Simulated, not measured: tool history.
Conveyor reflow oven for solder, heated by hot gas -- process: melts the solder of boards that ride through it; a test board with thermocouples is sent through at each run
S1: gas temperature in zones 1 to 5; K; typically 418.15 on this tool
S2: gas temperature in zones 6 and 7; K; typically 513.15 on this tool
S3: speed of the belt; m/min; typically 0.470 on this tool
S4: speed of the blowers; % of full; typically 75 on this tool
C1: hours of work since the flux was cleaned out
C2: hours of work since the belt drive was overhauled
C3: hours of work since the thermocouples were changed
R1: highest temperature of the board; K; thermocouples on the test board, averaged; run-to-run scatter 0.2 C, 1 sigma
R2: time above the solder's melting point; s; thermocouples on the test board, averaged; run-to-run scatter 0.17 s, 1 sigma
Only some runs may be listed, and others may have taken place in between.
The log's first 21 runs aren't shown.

run	hour	S1	S2	S3	S4	C1	C2	C3	R1	R2
22	895.9	418.15	520.15	0.470	72	165	743	354	500.25	78.5
# hour 910.1: flux residue cleaned out of gas plates and filters
23	939.0	418.15	513.15	0.470	51	18	767	377	490.85	70.0
24	970.6	418.15	513.15	0.470	51	37	787	397	490.45	70.1
25	1000.4	418.15	526.15	0.498	51	56	805	415	497.95	72.8
26	1039.4	428.15	513.15	0.470	57	80	829	439	494.15	78.8
27	1081.9	407.15	513.15	0.470	67	106	855	465	491.65	67.3
28	1123.4	418.15	513.15	0.470	65	132	881	491	493.15	73.1
29	1150.5	418.15	518.15	0.470	61	149	898	508	496.15	75.7
30	1178.6	418.15	526.15	0.470	87	166	915	525	508.05	84.3
# hour 1196.8: flux residue cleaned out of gas plates and filters
# hour 1202.2: thermocouples of zones 6 and 7 changed
31	1241.4	415.15	506.15	0.399	75	26	950	24	495.65	89.0

3 ways to go on from here, each from the tool as it stands after run 31. What would each give?
A	1275.5	420.15	512.15	0.492	75	47	971	45	?	?
B	1275.5	418.15	513.15	0.386	70	47	971	45	?	?
C	1275.5	415.15	506.15	0.423	75	47	971	45	?	?

run	R1	R2
A	495.25	73.2
B	502.15	98.4
C	493.55	81.8
With the hidden condition removed and each run's random variation left untouched, the same runs would have given:
run	R1	R2
A	494.95	71.0
B	501.95	95.6
C	493.35	79.4

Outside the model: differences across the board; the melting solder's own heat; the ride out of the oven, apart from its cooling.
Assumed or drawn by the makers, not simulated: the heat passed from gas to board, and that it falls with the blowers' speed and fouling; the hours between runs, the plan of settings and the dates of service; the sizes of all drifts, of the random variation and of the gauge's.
